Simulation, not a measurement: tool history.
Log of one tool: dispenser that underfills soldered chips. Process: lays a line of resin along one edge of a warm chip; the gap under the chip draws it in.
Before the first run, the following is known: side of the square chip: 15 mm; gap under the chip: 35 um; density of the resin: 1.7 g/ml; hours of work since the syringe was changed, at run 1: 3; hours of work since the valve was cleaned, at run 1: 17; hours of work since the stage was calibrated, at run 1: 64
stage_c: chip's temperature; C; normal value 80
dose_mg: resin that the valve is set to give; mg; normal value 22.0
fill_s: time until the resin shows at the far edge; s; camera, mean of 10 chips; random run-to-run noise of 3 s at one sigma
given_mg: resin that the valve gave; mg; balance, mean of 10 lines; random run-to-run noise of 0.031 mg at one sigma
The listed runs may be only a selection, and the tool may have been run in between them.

| run | hour | stage_c | dose_mg | hours of work since the syringe was changed | hours of work since the valve was cleaned | hours of work since the stage was calibrated | fill_s | given_mg |
|---|---|---|---|---|---|---|---|---|
| 1 | 0.0 | 80 | 22.0 | 3 | 17 | 64 | 354.8 | 21.93 |
|  | 8.4 | new syringe of resin |
| 2 | 14.5 | 80 | 19.9 | 5 | 28 | 74 | 420.2 | 19.77 |
|  | 20.1 | new syringe of resin |
| 3 | 24.4 | 80 | 22.0 | 3 | 36 | 82 | 370.6 | 21.78 |
|  | 31.6 | new syringe of resin |
| 4 | 38.9 | 80 | 22.0 | 6 | 46 | 93 | 417.6 | 21.74 |
|  | 43.7 | new syringe of resin |
|  | 48.6 | dispensing valve cleaned and set on the balance |
| 5 | 51.6 | 80 | 22.0 | 5 | 2 | 101 | 412.5 | 22.00 |
|  | 56.4 | new syringe of resin |
| 6 | 64.4 | 80 | 20.3 | 6 | 12 | 111 | 439.8 | 20.26 |
|  | 68.5 | new syringe of resin |
| 7 | 71.5 | 80 | 20.3 | 2 | 17 | 116 | 338.9 | 20.22 |
| 8 | 79.0 | 80 | 20.3 | 8 | 23 | 122 | 502.3 | 20.21 |
|  | 80.2 | new syringe of resin |
| 9 | 86.7 | 80 | 20.3 | 5 | 28 | 127 | 398.8 | 20.21 |
|  | 91.9 | new syringe of resin |
| 10 | 100.4 | 80 | 20.3 | 6 | 39 | 138 | 454.8 | 20.13 |
|  | 104.3 | new syringe of resin |
| 11 | 108.5 | 80 | 24.1 | 3 | 45 | 144 | 350.5 | 23.86 |
|  | 115.8 | new syringe of resin |
| 12 | 119.2 | 72 | 24.1 | 3 | 53 | 152 | 484.0 | 23.79 |
|  | 121.1 | dispensing valve cleaned and set on the balance |
|  | 128.2 | new syringe of resin |
| 13 | 129.7 | 80 | 22.0 | 1 | 6 | 159 | 311.6 | 21.91 |
| 14 | 138.1 | 80 | 22.0 | 8 | 13 | 165 | 476.9 | 21.90 |
|  | 139.7 | new syringe of resin |
| 15 | 150.1 | 84 | 22.9 | 8 | 22 | 174 | 413.4 | 22.74 |
|  | 151.1 | new syringe of resin |
| 16 | 158.8 | 70 | 26.3 | 6 | 28 | 181 | 649.1 | 26.04 |
|  | 163.7 | new syringe of resin |
| 17 | 173.0 | 70 | 26.3 | 7 | 39 | 191 | 716.7 | 25.97 |
|  | 175.1 | new syringe of resin |
| 18 | 179.9 | 87 | 22.0 | 4 | 44 | 196 | 263.5 | 21.65 |
|  | 186.6 | new syringe of resin |
|  | 193.2 | dispensing valve cleaned and set on the balance |
| 19 | 194.3 | 87 | 22.0 | 5 | 1 | 206 | 288.1 | 21.94 |
|  | 199.7 | new syringe of resin |
| 20 | 210.2 | 87 | 22.0 | 8 | 13 | 218 | 361.2 | 21.83 |
|  | 211.8 | new syringe of resin |
| 21 | 221.0 | 72 | 19.0 | 7 | 21 | 226 | 653.5 | 18.77 |
|  | 223.3 | new syringe of resin |
| 22 | 231.6 | 76 | 21.0 | 6 | 29 | 234 | 520.0 | 20.79 |
|  | 235.5 | new syringe of resin |
| 23 | 244.4 | 67 | 26.5 | 7 | 38 | 244 | 795.5 | 26.11 |
|  | 246.9 | new syringe of resin |
| 24 | 254.4 | 67 | 26.5 | 6 | 46 | 251 | 716.2 | 25.97 |
|  | 259.1 | new syringe of resin |
|  | 265.1 | dispensing valve cleaned and set on the balance |
| 25 | 266.9 | 86 | 20.3 | 5 | 1 | 260 | 308.0 | 20.28 |
|  | 272.0 | new syringe of resin |
| 26 | 282.8 | 76 | 25.3 | 8 | 13 | 272 | 573.5 | 25.20 |

5 ways to go on from here, each from the tool as it stands after run 26. What would each give?
|  | 284.1 | new syringe of resin |
|  | 295.9 | new syringe of resin |
| A | 296.2 | 92 | 23.1 | 0 | 23 | 281 | ? | ? |
|  | 284.1 | new syringe of resin |
|  | 295.9 | new syringe of resin |
| B | 296.2 | 86 | 22.0 | 0 | 23 | 281 | ? | ? |
|  | 284.1 | new syringe of resin |
|  | 295.9 | new syringe of resin |
| C | 296.2 | 81 | 22.6 | 0 | 23 | 281 | ? | ? |
|  | 284.1 | new syringe of resin |
|  | 295.9 | new syringe of resin |
| D | 296.2 | 73 | 25.3 | 0 | 23 | 281 | ? | ? |
|  | 284.1 | new syringe of resin |
|  | 295.9 | new syringe of resin |
| E | 296.2 | 94 | 27.6 | 0 | 23 | 281 | ? | ? |

| run | fill_s | given_mg |
|---|---|---|
| A | 170.9 | 22.92 |
| B | 214.7 | 21.83 |
| C | 274.3 | 22.44 |
| D | 386.5 | 25.08 |
| E | 151.9 | 27.33 |
Stripped of hidden state, with their random variation kept, the same runs would have yielded:
| run | fill_s | given_mg |
|---|---|---|
| A | 179.5 | 23.11 |
| B | 226.2 | 22.02 |
| C | 289.7 | 22.63 |
| D | 410.0 | 25.29 |
| E | 159.5 | 27.56 |
